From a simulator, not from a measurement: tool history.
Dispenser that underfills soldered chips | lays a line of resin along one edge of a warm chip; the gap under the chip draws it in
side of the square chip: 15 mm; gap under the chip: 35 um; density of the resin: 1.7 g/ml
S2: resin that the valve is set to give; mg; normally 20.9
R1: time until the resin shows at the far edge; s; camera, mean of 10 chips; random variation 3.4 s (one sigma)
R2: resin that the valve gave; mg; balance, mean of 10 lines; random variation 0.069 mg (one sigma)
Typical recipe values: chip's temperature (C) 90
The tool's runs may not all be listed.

Run 1, hour 0.0: usual settings. Result: R1 452.6 s, R2 19.74 mg.
At hour 2.4: dispensing valve cleaned and set on the balance.
At hour 4.9: new syringe of resin.
Run 2, hour 5.8: usual settings. Result: R1 360.5 s, R2 20.89 mg.
Run 3, hour 9.6: usual settings. Result: R1 479.8 s, R2 20.95 mg.
At hour 12.9: new syringe of resin.
Run 4, hour 12.9: usual settings. Result: R1 345.3 s, R2 20.85 mg.
Run 5, hour 15.3: usual settings. Result: R1 413.1 s, R2 20.82 mg.
Run 6, hour 18.9: usual settings. Result: R1 522.8 s, R2 20.93 mg.
At hour 20.9: new syringe of resin.
Run 7, hour 23.2: usual settings. Result: R1 397.1 s, R2 20.90 mg.
Run 8, hour 27.6: usual settings. Result: R1 532.1 s, R2 20.82 mg.
At hour 29.1: new syringe of resin.
Run 9, hour 32.0: usual settings. Result: R1 417.4 s, R2 20.69 mg.
Run 10, hour 34.2: usual settings. Result: R1 473.4 s, R2 20.71 mg.
At hour 37.5: new syringe of resin.
Run 11, hour 39.3: usual settings but chip's temperature (C) 88. Result: R1 405.9 s, R2 20.82 mg.
Run 12, hour 41.7: usual settings but chip's temperature (C) 105. Result: R1 277.8 s, R2 20.81 mg.
Run 13, hour 44.2: usual settings but chip's temperature (C) 105. Result: R1 331.3 s, R2 20.61 mg.
At hour 45.6: new syringe of resin.
Run 14, hour 48.9: usual settings but chip's temperature (C) 99. Result: R1 315.3 s, R2 20.71 mg.
Run 15, hour 51.7: usual settings but chip's temperature (C) 99. Result: R1 384.4 s, R2 20.62 mg.
At hour 53.7: new syringe of resin.
Run 16, hour 55.0: usual settings but chip's temperature (C) 95, S2 21.6 mg. Result: R1 312.5 s, R2 21.42 mg.
Run 17, hour 58.0: usual settings but chip's temperature (C) 95, S2 21.6 mg. Result: R1 387.0 s, R2 21.35 mg.
At hour 62.0: new syringe of resin.
Run 18, hour 62.3: usual settings but chip's temperature (C) 95, S2 21.6 mg. Result: R1 290.9 s, R2 21.31 mg.
Run 19, hour 66.9: usual settings but chip's temperature (C) 95, S2 21.6 mg. Result: R1 395.8 s, R2 21.18 mg.
At hour 70.2: new syringe of resin.
Run 20, hour 72.3: usual settings but chip's temperature (C) 95, S2 21.6 mg. Result: R1 337.2 s, R2 21.09 mg.
Run 21, hour 75.5: usual settings but chip's temperature (C) 79, S2 19.0 mg. Result: R1 727.9 s, R2 18.66 mg.
At hour 78.4: new syringe of resin.
Run 22, hour 79.7: usual settings but chip's temperature (C) 79, S2 19.0 mg. Result: R1 556.2 s, R2 18.56 mg.
Run 23, hour 82.4: usual settings but chip's temperature (C) 93. Result: R1 395.8 s, R2 20.46 mg.
At hour 86.7: new syringe of resin.
Run 24, hour 87.9: usual settings but chip's temperature (C) 78, S2 19.4 mg. Result: R1 577.6 s, R2 19.02 mg.
Run 25, hour 92.6: usual settings but chip's temperature (C) 78, S2 19.4 mg. Result: R1 791.9 s, R2 18.84 mg.
At hour 94.9: new syringe of resin.
Run 26, hour 96.4: usual settings but chip's temperature (C) 78, S2 19.4 mg. Result: R1 598.5 s, R2 18.94 mg.
Run 27, hour 99.1: usual settings but chip's temperature (C) 78, S2 19.4 mg. Result: R1 696.7 s, R2 18.85 mg.
Run 28, hour 102.2: usual settings but chip's temperature (C) 78, S2 20.4 mg. Result: R1 855.7 s, R2 19.89 mg.

Branching from run 28: 3 alternative next runs. What would each branch give?
At hour 103.1: new syringe of resin.
Run A, hour 104.6: usual settings but chip's temperature (C) 92, S2 23.9 mg. Result: R1 ?, R2 ?.
At hour 103.1: new syringe of resin.
Run B, hour 104.6: usual settings but chip's temperature (C) 86, S2 24.0 mg. Result: R1 ?, R2 ?.
At hour 103.1: new syringe of resin.
Run C, hour 104.6: usual settings but chip's temperature (C) 78, S2 19.7 mg. Result: R1 ?, R2 ?.

run     R1     R2
  A  358.2  23.32
  B  429.8  23.42
  C  588.0  19.13
What these runs would have given with no unlogged condition in the tool:
run     R1     R2
  A  322.2  23.96
  B  386.7  24.05
  C  527.3  19.66
